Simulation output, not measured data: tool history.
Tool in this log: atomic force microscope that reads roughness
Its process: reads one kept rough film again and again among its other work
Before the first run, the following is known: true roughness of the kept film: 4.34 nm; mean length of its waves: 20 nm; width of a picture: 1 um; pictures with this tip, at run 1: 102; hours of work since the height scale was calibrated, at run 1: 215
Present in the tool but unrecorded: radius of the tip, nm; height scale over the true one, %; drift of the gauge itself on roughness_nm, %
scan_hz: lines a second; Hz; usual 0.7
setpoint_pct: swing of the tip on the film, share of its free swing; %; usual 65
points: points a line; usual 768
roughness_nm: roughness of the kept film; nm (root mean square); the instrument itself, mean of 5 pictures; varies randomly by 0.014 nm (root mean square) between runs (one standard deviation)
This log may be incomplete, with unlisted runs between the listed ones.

run,hour,scan_hz,setpoint_pct,points,pictures with this tip,hours of work since the height scale was calibrated,roughness_nm
1,0,0.7,65,768,102,215,2.267
2,22.7,0.7,65,768,148,230,1.986
# hour 34: new tip fitted
3,35.4,0.7,80,768,3,239,3.085
4,46.9,0.7,65,768,26,247,2.889
5,64.2,3.745,65,768,61,259,2.374
6,78.3,3.745,65,768,89,268,2.15
7,101.5,0.605,65,768,136,284,2.048
# hour 117.7: new tip fitted
8,121.4,0.7,65,768,7,298,3.159
9,143.6,0.7,65,768,52,313,2.639
10,159.8,2.588,65,768,84,324,2.24
11,182.5,2.588,65,768,130,340,1.975
12,195.3,2.588,65,768,156,349,1.837
# hour 201.7: new tip fitted
13,215,2.588,65,768,26,362,2.72
14,231.8,0.7,65,768,60,374,2.572
15,242.8,2.748,86,768,82,381,1.934
16,258.4,0.504,67,597,114,392,2.155
17,281.7,2.074,69,544,161,408,1.804
# hour 286.7: new tip fitted
18,300.9,0.828,70,524,28,421,2.848
19,316.9,3.294,68,839,60,432,2.376
# hour 320: height scale calibrated on a step standard
20,327.9,0.941,57,768,81,5,2.479
21,346.2,2.923,62,737,117,18,2.068
# hour 357.3: height scale calibrated on a step standard, once more
22,370.6,0.867,62,768,164,9,1.905
# hour 373.2: new tip fitted
23,387.8,0.582,62,515,29,21,2.856
24,400.3,0.582,80,515,54,29,2.534
25,415.2,1.876,68,726,84,40,2.238
26,438.5,2.479,56,726,131,56,2.036
27,456,2.479,56,726,166,68,1.841

Branching from run 27: 5 alternative next runs. What would each branch give?
# hour 458.1: new tip fitted
A,470.4,1.689,66,768,25,77,?
# hour 458.1: new tip fitted
B,470.4,2.479,75,726,25,77,?
# hour 458.1: new tip fitted
C,470.4,0.7,74,768,25,77,?
# hour 458.1: new tip fitted
D,470.4,2.479,56,827,25,77,?
# hour 458.1: new tip fitted
E,470.4,1.313,56,700,25,77,?

run,roughness_nm
A,2.836
B,2.651
C,2.914
D,2.872
E,2.933
Without the tool's hidden state the same runs would have given:
run,roughness_nm
A,3.136
B,2.93
C,3.221
D,3.176
E,3.243
